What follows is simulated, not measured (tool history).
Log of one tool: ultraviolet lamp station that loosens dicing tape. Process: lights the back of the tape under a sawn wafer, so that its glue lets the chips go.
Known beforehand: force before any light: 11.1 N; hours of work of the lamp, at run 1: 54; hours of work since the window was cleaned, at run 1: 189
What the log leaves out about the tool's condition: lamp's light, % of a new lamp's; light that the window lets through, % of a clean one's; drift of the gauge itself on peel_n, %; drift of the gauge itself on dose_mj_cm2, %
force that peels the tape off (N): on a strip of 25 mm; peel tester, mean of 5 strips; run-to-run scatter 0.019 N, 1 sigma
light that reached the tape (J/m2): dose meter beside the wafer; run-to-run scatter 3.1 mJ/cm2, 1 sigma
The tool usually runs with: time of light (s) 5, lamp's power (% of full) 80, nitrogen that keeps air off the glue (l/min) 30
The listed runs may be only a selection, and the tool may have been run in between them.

run,day,time of light (s),lamp's power (% of full),nitrogen that keeps air off the glue (l/min),hours of work of the lamp,hours of work since the window was cleaned,force that peels the tape off (N),light that reached the tape (J/m2)
1,0,5,80,30,54,189,0.911,4830
2,0.933,5,80,30,68,203,0.87,4850
3,1.846,5,80,30,82,217,0.905,4800
4,2.275,5,80,30,89,223,0.884,4830
5,2.912,4,80,30,99,233,1.379,3830
6,3.558,4,80,13,109,243,2.055,3830
7,4.196,4,80,13,118,253,2.088,3820
8,4.604,4,80,13,125,259,2.022,3820
9,5.375,4,80,13,137,271,2.154,3860
10,5.792,4,80,13,143,277,2.129,3840
11,6.662,4,80,13,156,291,2.154,3870
12,7.292,4,80,13,166,300,2.096,3860
# day 7.354: window cleaned of glue's vapour
13,7.7,5,80,45,172,5,0.751,4820
14,8.183,5,80,45,179,13,0.752,4850
15,9.046,5,80,45,193,26,0.727,4840
16,9.846,3,81,30,205,38,2.168,3000
17,10.692,3,81,30,218,51,2.193,2870
18,11.346,3,81,30,228,61,2.274,2910

Here are 3 independent what-if runs from the current tool condition. What would each one return?
A,11.996,3,77,30,238,71,?,?
B,11.996,3,81,30,238,71,?,?
C,11.996,3,92,30,238,71,?,?

run,force that peels the tape off (N),light that reached the tape (J/m2)
A,2.388,2800
B,2.188,2920
C,1.889,3320
The same runs, with their run-to-run variation unchanged, on a tool lacking any hidden condition would have given:
run,force that peels the tape off (N),light that reached the tape (J/m2)
A,2.384,2800
B,2.185,2930
C,1.885,3320

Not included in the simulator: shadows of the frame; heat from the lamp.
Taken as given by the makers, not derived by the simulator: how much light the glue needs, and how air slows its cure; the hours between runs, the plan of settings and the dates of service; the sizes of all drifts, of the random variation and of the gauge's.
